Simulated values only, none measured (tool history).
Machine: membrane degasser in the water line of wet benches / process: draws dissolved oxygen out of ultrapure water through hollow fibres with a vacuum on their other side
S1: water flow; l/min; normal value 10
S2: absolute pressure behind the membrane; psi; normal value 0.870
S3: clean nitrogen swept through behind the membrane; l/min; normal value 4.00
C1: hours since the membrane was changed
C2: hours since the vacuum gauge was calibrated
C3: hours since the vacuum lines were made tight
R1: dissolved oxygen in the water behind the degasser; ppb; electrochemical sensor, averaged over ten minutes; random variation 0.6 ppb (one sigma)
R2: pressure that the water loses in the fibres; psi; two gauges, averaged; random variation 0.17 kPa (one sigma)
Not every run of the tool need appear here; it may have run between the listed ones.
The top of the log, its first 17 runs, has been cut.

| run | hour | S1 | S2 | S3 | C1 | C2 | C3 | R1 | R2 |
|---|---|---|---|---|---|---|---|---|---|
| 18 | 630.6 | 10 | 0.554 | 2.75 | 644 | 8182 | 2490 | 42.8 | 3.727 |
| 19 | 677.8 | 13 | 0.709 | 4.17 | 691 | 8229 | 2537 | 121.7 | 4.836 |
| 20 | 702.6 | 13 | 2.065 | 4.17 | 716 | 8254 | 2562 | 190.3 | 4.814 |
| 21 | 738.7 | 13 | 2.065 | 4.17 | 752 | 8290 | 2598 | 192.3 | 4.789 |
| 22 | 766.6 | 13 | 2.065 | 4.17 | 780 | 8318 | 2626 | 193.7 | 4.843 |
| 23 | 795.4 | 7 | 0.679 | 10.21 | 808 | 8347 | 2655 | 8.3 | 2.609 |
| 24 | 821.7 | 7 | 0.870 | 3.80 | 835 | 8373 | 2681 | 19.0 | 2.589 |
| 25 | 867.8 | 8 | 1.165 | 2.40 | 881 | 8419 | 2727 | 53.2 | 2.983 |
| 26 | 891.3 | 8 | 0.906 | 11.15 | 904 | 8443 | 2751 | 17.4 | 2.983 |
|  | 914.0 | vacuum gauge calibrated |
| 27 | 945.1 | 8 | 0.906 | 11.15 | 958 | 31 | 2804 | 16.9 | 2.956 |
| 28 | 989.8 | 8 | 0.906 | 11.15 | 1002 | 76 | 2848 | 16.8 | 2.970 |
| 29 | 1020.9 | 12 | 0.730 | 2.11 | 1033 | 107 | 2880 | 101.6 | 4.464 |
| 30 | 1058.9 | 13 | 0.754 | 4.00 | 1071 | 145 | 2918 | 120.7 | 4.811 |
| 31 | 1094.6 | 13 | 0.754 | 4.00 | 1107 | 181 | 2953 | 122.2 | 4.854 |
| 32 | 1139.8 | 13 | 1.539 | 10.57 | 1152 | 226 | 2999 | 130.1 | 4.830 |
| 33 | 1170.8 | 6 | 0.585 | 2.67 | 1183 | 257 | 3029 | 6.5 | 2.284 |

Predict each of these 3 candidate next runs independently; none follows another, all start after run 33:
| A | 1213.6 | 8 | 1.242 | 1.62 | 1226 | 300 | 3072 | ? | ? |
| B | 1213.6 | 14 | 0.870 | 4.00 | 1226 | 300 | 3072 | ? | ? |
| C | 1213.6 | 8 | 0.557 | 8.79 | 1226 | 300 | 3072 | ? | ? |

| run | R1 | R2 |
|---|---|---|
| A | 78.2 | 2.969 |
| B | 161.8 | 5.198 |
| C | 12.5 | 2.982 |
With no hidden state in the tool, these same runs would have given:
| run | R1 | R2 |
|---|---|---|
| A | 76.4 | 2.954 |
| B | 158.3 | 5.172 |
| C | 12.0 | 2.967 |
